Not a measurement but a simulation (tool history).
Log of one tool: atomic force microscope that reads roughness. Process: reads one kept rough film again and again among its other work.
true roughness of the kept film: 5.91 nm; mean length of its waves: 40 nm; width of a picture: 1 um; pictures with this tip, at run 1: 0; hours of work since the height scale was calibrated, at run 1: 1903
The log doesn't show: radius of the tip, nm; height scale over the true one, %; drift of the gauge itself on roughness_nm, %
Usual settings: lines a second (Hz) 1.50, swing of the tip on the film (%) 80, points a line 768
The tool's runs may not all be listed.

| run | hour | lines a second (Hz) | swing of the tip on the film (%) | points a line | pictures with this tip | hours of work since the height scale was calibrated | roughness of the kept film (nm (root mean square)) |
|---|---|---|---|---|---|---|---|
| 1 | 0.0 | 1.50 | 80 | 768 | 0 | 1903 | 4.632 |
|  | 46.0 | new tip fitted |
| 2 | 60.4 | 0.73 | 80 | 768 | 27 | 1946 | 4.950 |
|  | 85.2 | new tip fitted |
|  | 125.5 | new tip fitted |
| 3 | 139.7 | 0.73 | 80 | 768 | 27 | 2002 | 4.946 |
|  | 168.7 | new tip fitted |
| 4 | 183.8 | 1.14 | 80 | 768 | 28 | 2033 | 4.745 |
|  | 210.8 | new tip fitted |
| 5 | 242.7 | 1.50 | 80 | 768 | 59 | 2074 | 4.657 |
|  | 252.5 | new tip fitted |
|  | 294.8 | new tip fitted |
| 6 | 297.7 | 1.50 | 80 | 768 | 6 | 2112 | 4.568 |
|  | 340.9 | new tip fitted |
|  | 371.0 | height scale calibrated on a step standard |
|  | 381.9 | new tip fitted |
| 7 | 386.3 | 1.50 | 80 | 768 | 8 | 11 | 4.602 |
|  | 424.8 | new tip fitted |
|  | 464.4 | new tip fitted |
| 8 | 472.3 | 1.50 | 80 | 721 | 15 | 71 | 4.582 |
|  | 508.2 | new tip fitted |
| 9 | 537.6 | 1.50 | 80 | 721 | 55 | 117 | 4.552 |
|  | 552.6 | new tip fitted |
|  | 592.0 | new tip fitted |
| 10 | 592.0 | 1.50 | 80 | 721 | 0 | 155 | 4.599 |
|  | 634.3 | new tip fitted |
|  | 676.0 | new tip fitted |
| 11 | 678.7 | 1.50 | 80 | 384 | 5 | 216 | 4.595 |
|  | 715.5 | new tip fitted |
| 12 | 738.4 | 0.75 | 80 | 384 | 42 | 258 | 4.944 |
|  | 756.5 | new tip fitted |
| 13 | 782.3 | 0.75 | 80 | 384 | 48 | 289 | 4.946 |
|  | 801.1 | new tip fitted |
| 14 | 821.1 | 0.75 | 80 | 384 | 37 | 316 | 4.933 |
|  | 842.7 | new tip fitted |
| 15 | 857.8 | 1.66 | 80 | 768 | 28 | 342 | 4.524 |
|  | 886.5 | new tip fitted |
|  | 925.6 | new tip fitted |
| 16 | 925.6 | 1.50 | 84 | 768 | 0 | 389 | 4.424 |
|  | 969.7 | new tip fitted |
| 17 | 972.9 | 1.50 | 84 | 768 | 6 | 422 | 4.485 |
|  | 1011.0 | new tip fitted |
| 18 | 1040.9 | 0.79 | 80 | 768 | 56 | 470 | 4.944 |
|  | 1055.6 | new tip fitted |
|  | 1095.1 | new tip fitted |
| 19 | 1113.5 | 2.47 | 80 | 400 | 35 | 521 | 4.220 |
|  | 1135.0 | new tip fitted |
| 20 | 1157.6 | 3.95 | 56 | 651 | 42 | 552 | 4.870 |

4 ways to go on from here, each from the tool as it stands after run 20. What would each give?
|  | 1176.7 | new tip fitted |
|  | 1218.5 | new tip fitted |
| A | 1231.3 | 3.95 | 55 | 805 | 23 | 604 | ? |
|  | 1176.7 | new tip fitted |
|  | 1218.5 | new tip fitted |
| B | 1231.3 | 3.64 | 71 | 848 | 23 | 604 | ? |
|  | 1176.7 | new tip fitted |
|  | 1218.5 | new tip fitted |
| C | 1231.3 | 1.06 | 79 | 629 | 23 | 604 | ? |
|  | 1176.7 | new tip fitted |
|  | 1218.5 | new tip fitted |
| D | 1231.3 | 0.73 | 65 | 469 | 23 | 604 | ? |

| run | roughness of the kept film (nm (root mean square)) |
|---|---|
| A | 4.868 |
| B | 4.289 |
| C | 4.813 |
| D | 5.142 |
Without the tool's hidden state the same runs would have given:
| run | roughness of the kept film (nm (root mean square)) |
|---|---|
| A | 4.873 |
| B | 4.293 |
| C | 4.817 |
| D | 5.147 |
